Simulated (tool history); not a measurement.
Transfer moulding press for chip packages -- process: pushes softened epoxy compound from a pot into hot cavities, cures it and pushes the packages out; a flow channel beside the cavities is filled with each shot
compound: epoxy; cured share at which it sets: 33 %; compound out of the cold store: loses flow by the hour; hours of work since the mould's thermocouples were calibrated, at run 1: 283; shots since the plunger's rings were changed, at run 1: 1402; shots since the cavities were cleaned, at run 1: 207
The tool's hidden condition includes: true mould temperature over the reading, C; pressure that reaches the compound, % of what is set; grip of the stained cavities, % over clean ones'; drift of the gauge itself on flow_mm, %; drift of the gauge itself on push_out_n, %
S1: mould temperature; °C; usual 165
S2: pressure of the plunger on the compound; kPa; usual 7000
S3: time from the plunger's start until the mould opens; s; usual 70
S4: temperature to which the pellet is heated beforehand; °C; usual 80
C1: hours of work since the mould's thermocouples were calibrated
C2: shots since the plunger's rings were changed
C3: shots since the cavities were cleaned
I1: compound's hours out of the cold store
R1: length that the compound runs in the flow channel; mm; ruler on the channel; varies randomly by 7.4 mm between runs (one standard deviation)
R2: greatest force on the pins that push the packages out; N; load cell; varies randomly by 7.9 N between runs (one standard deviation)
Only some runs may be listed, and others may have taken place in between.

{"run": 1, "hour": 0.0, "S1": 165, "S2": 7000, "S3": 70, "S4": 80, "C1": 283, "C2": 1402, "C3": 207, "I1": 19.2, "R1": 988, "R2": 410}
{"run": 2, "hour": 17.0, "S1": 165, "S2": 7000, "S3": 70, "S4": 80, "C1": 292, "C2": 1622, "C3": 427, "I1": 42.2, "R1": 896, "R2": 434}
{"run": 3, "hour": 42.2, "S1": 165, "S2": 7000, "S3": 70, "S4": 80, "C1": 305, "C2": 1950, "C3": 755, "I1": 14.2, "R1": 1006, "R2": 491}
{"hour": 52.1, "done": "mould's thermocouples calibrated"}
{"run": 4, "hour": 57.2, "S1": 165, "S2": 7000, "S3": 70, "S4": 80, "C1": 3, "C2": 2120, "C3": 925, "I1": 17.5, "R1": 988, "R2": 498}
{"run": 5, "hour": 70.4, "S1": 165, "S2": 7000, "S3": 70, "S4": 80, "C1": 9, "C2": 2291, "C3": 1096, "I1": 44.6, "R1": 871, "R2": 497}
{"hour": 80.3, "done": "cavities cleaned with cleaning compound and waxed"}
{"run": 6, "hour": 84.4, "S1": 165, "S2": 7000, "S3": 86, "S4": 80, "C1": 16, "C2": 2454, "C3": 54, "I1": 10.4, "R1": 1019, "R2": 341}
{"run": 7, "hour": 102.0, "S1": 165, "S2": 7000, "S3": 86, "S4": 80, "C1": 25, "C2": 2683, "C3": 283, "I1": 8.4, "R1": 1019, "R2": 379}
{"run": 8, "hour": 113.3, "S1": 165, "S2": 5620, "S3": 70, "S4": 80, "C1": 31, "C2": 2830, "C3": 430, "I1": 35.9, "R1": 799, "R2": 445}
{"run": 9, "hour": 124.1, "S1": 165, "S2": 7000, "S3": 67, "S4": 80, "C1": 36, "C2": 2970, "C3": 570, "I1": 26.1, "R1": 947, "R2": 495}
{"run": 10, "hour": 136.7, "S1": 165, "S2": 7000, "S3": 67, "S4": 80, "C1": 43, "C2": 3134, "C3": 734, "I1": 40.3, "R1": 873, "R2": 506}
{"run": 11, "hour": 148.0, "S1": 171, "S2": 7000, "S3": 62, "S4": 85, "C1": 48, "C2": 3281, "C3": 881, "I1": 12.3, "R1": 965, "R2": 491}
{"hour": 151.9, "done": "plunger's sealing rings changed"}
{"run": 12, "hour": 164.2, "S1": 171, "S2": 7000, "S3": 62, "S4": 85, "C1": 55, "C2": 161, "C3": 1060, "I1": 44.2, "R1": 864, "R2": 483}
{"hour": 176.4, "done": "cavities cleaned with cleaning compound and waxed"}
{"run": 13, "hour": 191.1, "S1": 172, "S2": 5780, "S3": 56, "S4": 89, "C1": 68, "C2": 491, "C3": 192, "I1": 9.5, "R1": 918, "R2": 381}
{"run": 14, "hour": 216.6, "S1": 172, "S2": 5780, "S3": 56, "S4": 89, "C1": 81, "C2": 823, "C3": 524, "I1": 27.7, "R1": 832, "R2": 453}
{"run": 15, "hour": 229.4, "S1": 172, "S2": 5780, "S3": 56, "S4": 89, "C1": 88, "C2": 988, "C3": 689, "I1": 31.6, "R1": 819, "R2": 466}
{"run": 16, "hour": 245.3, "S1": 172, "S2": 7090, "S3": 62, "S4": 89, "C1": 96, "C2": 1196, "C3": 897, "I1": 36.1, "R1": 899, "R2": 455}
{"run": 17, "hour": 256.0, "S1": 160, "S2": 8460, "S3": 73, "S4": 73, "C1": 101, "C2": 1334, "C3": 1035, "I1": 18.3, "R1": 1122, "R2": 581}
{"hour": 269.9, "done": "cavities cleaned with cleaning compound and waxed"}
{"run": 18, "hour": 275.5, "S1": 160, "S2": 8460, "S3": 73, "S4": 73, "C1": 111, "C2": 1568, "C3": 72, "I1": 46.1, "R1": 979, "R2": 392}
{"run": 19, "hour": 296.0, "S1": 167, "S2": 6870, "S3": 54, "S4": 72, "C1": 121, "C2": 1836, "C3": 340, "I1": 46.7, "R1": 852, "R2": 528}
{"run": 20, "hour": 321.7, "S1": 161, "S2": 6870, "S3": 54, "S4": 72, "C1": 134, "C2": 2170, "C3": 674, "I1": 43.0, "R1": 883, "R2": 834}

Branching from run 20: 4 alternative next runs. What would each branch give?
{"run": "A", "hour": 343.2, "S1": 165, "S2": 7000, "S3": 94, "S4": 80, "C1": 145, "C2": 2449, "C3": 953, "I1": 38.5, "R1": "?", "R2": "?"}
{"run": "B", "hour": 343.2, "S1": 161, "S2": 7850, "S3": 54, "S4": 72, "C1": 145, "C2": 2449, "C3": 953, "I1": 47.7, "R1": "?", "R2": "?"}
{"run": "C", "hour": 343.2, "S1": 163, "S2": 7000, "S3": 71, "S4": 76, "C1": 145, "C2": 2449, "C3": 953, "I1": 27.7, "R1": "?", "R2": "?"}
{"run": "D", "hour": 343.2, "S1": 161, "S2": 8710, "S3": 54, "S4": 81, "C1": 145, "C2": 2449, "C3": 953, "I1": 38.5, "R1": "?", "R2": "?"}

run=A R1=881 R2=443
run=B R1=927 R2=869
run=C R1=924 R2=518
run=D R1=1005 R2=851
What these runs would have given with no unlogged condition in the tool:
run=A R1=916 R2=306
run=B R1=964 R2=624
run=C R1=961 R2=365
run=D R1=1045 R2=609
